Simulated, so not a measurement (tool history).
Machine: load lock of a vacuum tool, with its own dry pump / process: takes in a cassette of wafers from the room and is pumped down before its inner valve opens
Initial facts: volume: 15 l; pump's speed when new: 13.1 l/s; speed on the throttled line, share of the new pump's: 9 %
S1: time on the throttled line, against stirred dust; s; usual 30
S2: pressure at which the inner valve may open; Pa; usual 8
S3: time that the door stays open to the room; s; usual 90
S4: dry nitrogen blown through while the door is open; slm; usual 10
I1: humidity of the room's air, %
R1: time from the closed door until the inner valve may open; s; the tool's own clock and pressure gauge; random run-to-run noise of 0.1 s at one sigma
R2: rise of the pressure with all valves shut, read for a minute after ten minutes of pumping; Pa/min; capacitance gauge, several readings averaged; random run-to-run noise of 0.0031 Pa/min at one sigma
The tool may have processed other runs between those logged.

run	hour	S1	S2	S3	S4	I1	R1	R2
1	0	30	8	90	10	42.2	38.3	0.139
2	79.5	30	8	90	32	47.9	38.1	0.105
3	171.8	30	8	90	32	44.4	38.3	0.106
4	250.1	30	8	218	10	46	38.1	0.191
5	346.3	30	8	68	10	41.8	38.4	0.137
6	439	30	8	90	10	44.8	38.2	0.156
7	529.7	30	8	54	10	43.2	38.4	0.135
8	618.6	20	8	90	10	47.5	29.2	0.149
9	707.3	20	8	90	10	44.8	29.4	0.161
10	814.8	20	8	90	10	45.7	29.1	0.158
11	924.4	30	8	90	10	43.2	38.4	0.166
12	1013.2	30	8	90	10	40.5	38.2	0.153
13	1119.9	30	12	82	10	47.1	37.8	0.171
14	1205.6	30	7	216	10	46.5	38.5	0.218
15	1284.8	22	7	216	5	43.6	31.1	0.241
16	1372	22	7	216	5	44.3	31.5	0.248
17	1459.3	22	7	27	5	43.5	31.3	0.151
18	1549.6	22	7	27	5	45.5	31.4	0.152
19	1635.7	22	7	27	5	43.3	31.2	0.155
20	1725.9	30	8	90	26	43.4	38.3	0.152
21	1792.2	30	8	90	26	45.1	38.5	0.149
22	1860.9	49	9	90	10	44.7	55.3	0.188

Forecast each of these 4 alternatives for the next run:
A	1952.7	30	13	112	10	47.9	?	?
B	1952.7	30	7	90	10	44.2	?	?
C	1952.7	49	10	90	6	44.5	?	?
D	1952.7	39	9	40	10	47.2	?	?

run	R1	R2
A	37.7	0.192
B	38.5	0.184
C	55.3	0.195
D	46.3	0.163
Without the tool's unlogged condition, the same runs would have read:
run	R1	R2
A	37.4	0.094
B	38.2	0.086
C	55.1	0.098
D	46.1	0.065
